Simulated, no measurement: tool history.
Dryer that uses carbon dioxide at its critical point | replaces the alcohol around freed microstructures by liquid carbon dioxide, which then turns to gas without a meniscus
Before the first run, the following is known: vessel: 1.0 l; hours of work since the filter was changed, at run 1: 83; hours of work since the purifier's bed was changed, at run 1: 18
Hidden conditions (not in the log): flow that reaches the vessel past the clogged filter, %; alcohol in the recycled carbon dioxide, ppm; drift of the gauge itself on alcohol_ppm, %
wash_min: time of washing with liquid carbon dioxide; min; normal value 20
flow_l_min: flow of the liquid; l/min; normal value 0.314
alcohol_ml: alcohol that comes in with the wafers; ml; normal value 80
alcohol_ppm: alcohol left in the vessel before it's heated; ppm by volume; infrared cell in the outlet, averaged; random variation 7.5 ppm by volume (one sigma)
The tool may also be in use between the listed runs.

| run | day | wash_min | flow_l_min | alcohol_ml | hours of work since the filter was changed | hours of work since the purifier's bed was changed | alcohol_ppm |
|---|---|---|---|---|---|---|---|
| 1 | 0.000 | 20 | 0.314 | 80 | 83 | 18 | 417 |
| 2 | 0.196 | 20 | 0.314 | 80 | 86 | 21 | 425 |
| 3 | 0.600 | 20 | 0.314 | 80 | 91 | 27 | 424 |
| 4 | 0.833 | 20 | 0.314 | 80 | 94 | 30 | 443 |
| 5 | 1.100 | 20 | 0.314 | 80 | 98 | 33 | 407 |
| 6 | 1.492 | 20 | 0.314 | 21 | 103 | 39 | 127 |
| 7 | 1.771 | 20 | 0.314 | 21 | 107 | 42 | 120 |
| 8 | 2.096 | 20 | 0.314 | 21 | 112 | 47 | 122 |
| 9 | 2.333 | 20 | 0.314 | 114 | 115 | 50 | 625 |
| 10 | 2.683 | 20 | 0.314 | 114 | 120 | 55 | 629 |
| 11 | 3.133 | 20 | 0.402 | 73 | 126 | 61 | 116 |
| 12 | 3.412 | 13 | 0.372 | 25 | 129 | 65 | 471 |
| 13 | 3.808 | 13 | 0.372 | 25 | 135 | 70 | 479 |
| 14 | 4.017 | 20 | 0.314 | 96 | 138 | 73 | 537 |
| 15 | 4.442 | 20 | 0.314 | 96 | 143 | 79 | 540 |
| 16 | 4.704 | 20 | 0.314 | 96 | 147 | 82 | 562 |
| 17 | 5.096 | 20 | 0.442 | 96 | 152 | 87 | 95 |
| 18 | 5.367 | 31 | 0.442 | 24 | 156 | 91 | 28 |
| 19 | 5.550 | 13 | 0.442 | 52 | 158 | 94 | 523 |
| 20 | 5.792 | 20 | 0.505 | 80 | 162 | 97 | 49 |

Branching from run 20: 4 alternative next runs. What would each branch give?
| A | 6.067 | 13 | 0.341 | 56 | 165 | 101 | ? |
| B | 6.067 | 16 | 0.237 | 80 | 165 | 101 | ? |
| C | 6.067 | 20 | 0.505 | 62 | 165 | 101 | ? |
| D | 6.067 | 19 | 0.505 | 80 | 165 | 101 | ? |

| run | alcohol_ppm |
|---|---|
| A | 1463 |
| B | 3402 |
| C | 41 |
| D | 59 |
Stripped of hidden state, with their random variation kept, the same runs would have yielded:
| run | alcohol_ppm |
|---|---|
| A | 1237 |
| B | 2960 |
| C | 15 |
| D | 28 |
